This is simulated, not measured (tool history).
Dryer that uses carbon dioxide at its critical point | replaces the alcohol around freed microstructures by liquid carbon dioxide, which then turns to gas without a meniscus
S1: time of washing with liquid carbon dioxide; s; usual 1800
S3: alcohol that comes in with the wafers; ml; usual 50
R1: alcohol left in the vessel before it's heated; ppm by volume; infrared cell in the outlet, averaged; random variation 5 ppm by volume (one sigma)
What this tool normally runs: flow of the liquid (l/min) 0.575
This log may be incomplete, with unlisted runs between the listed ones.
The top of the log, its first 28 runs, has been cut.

run 29 hour=1273.3 | S1=1800 flow_of_the_liquid_(l/min)=0.609 S3=50 | R1=83
run 30 hour=1306.9 | S1=1980 flow_of_the_liquid_(l/min)=0.575 S3=51 | R1=76
run 31 hour=1342.5 | S1=1980 flow_of_the_liquid_(l/min)=0.575 S3=51 | R1=81
run 32 hour=1372.3 | S1=1800 flow_of_the_liquid_(l/min)=0.575 S3=83 | R1=93
run 33 hour=1419.4 | S1=1800 flow_of_the_liquid_(l/min)=0.575 S3=83 | R1=100
run 34 hour=1461.7 | S1=1800 flow_of_the_liquid_(l/min)=0.575 S3=83 | R1=105
run 35 hour=1523.8 | S1=1800 flow_of_the_liquid_(l/min)=0.558 S3=50 | R1=98
run 36 hour=1555.8 | S1=1800 flow_of_the_liquid_(l/min)=0.911 S3=50 | R1=88
run 37 hour=1587.6 | S1=2400 flow_of_the_liquid_(l/min)=0.416 S3=50 | R1=118
run 38 hour=1647.7 | S1=1800 flow_of_the_liquid_(l/min)=0.412 S3=54 | R1=234
run 39 hour=1682.1 | S1=2040 flow_of_the_liquid_(l/min)=0.964 S3=48 | R1=88
run 40 hour=1723.9 | S1=2040 flow_of_the_liquid_(l/min)=0.936 S3=65 | R1=93
run 41 hour=1753.3 | S1=2040 flow_of_the_liquid_(l/min)=0.936 S3=65 | R1=88
run 42 hour=1793.1 | S1=2040 flow_of_the_liquid_(l/min)=0.936 S3=65 | R1=95
run 43 hour=1838.5 | S1=1320 flow_of_the_liquid_(l/min)=0.858 S3=65 | R1=110
run 44 hour=1898.6 | S1=2700 flow_of_the_liquid_(l/min)=0.397 S3=57 | R1=116
run 45 hour=1958.8 | S1=2280 flow_of_the_liquid_(l/min)=0.38 S3=95 | R1=250
run 46 hour=2000.5 | S1=1800 flow_of_the_liquid_(l/min)=0.575 S3=38 | R1=126
run 47 hour=2037.4 | S1=1800 flow_of_the_liquid_(l/min)=0.575 S3=53 | R1=127

Below are 3 alternative next runs, each starting from the tool's condition after run 47. Predict each:
run A hour=2094.6 | S1=1800 flow_of_the_liquid_(l/min)=0.42 S3=87 | R1=?
run B hour=2094.6 | S1=2100 flow_of_the_liquid_(l/min)=0.394 S3=70 | R1=?
run C hour=2094.6 | S1=1380 flow_of_the_liquid_(l/min)=0.575 S3=24 | R1=?

run=A R1=398
run=B R1=249
run=C R1=175
With the hidden condition removed and each run's random variation left untouched, the same runs would have given:
run=A R1=164
run=B R1=76
run=C R1=40

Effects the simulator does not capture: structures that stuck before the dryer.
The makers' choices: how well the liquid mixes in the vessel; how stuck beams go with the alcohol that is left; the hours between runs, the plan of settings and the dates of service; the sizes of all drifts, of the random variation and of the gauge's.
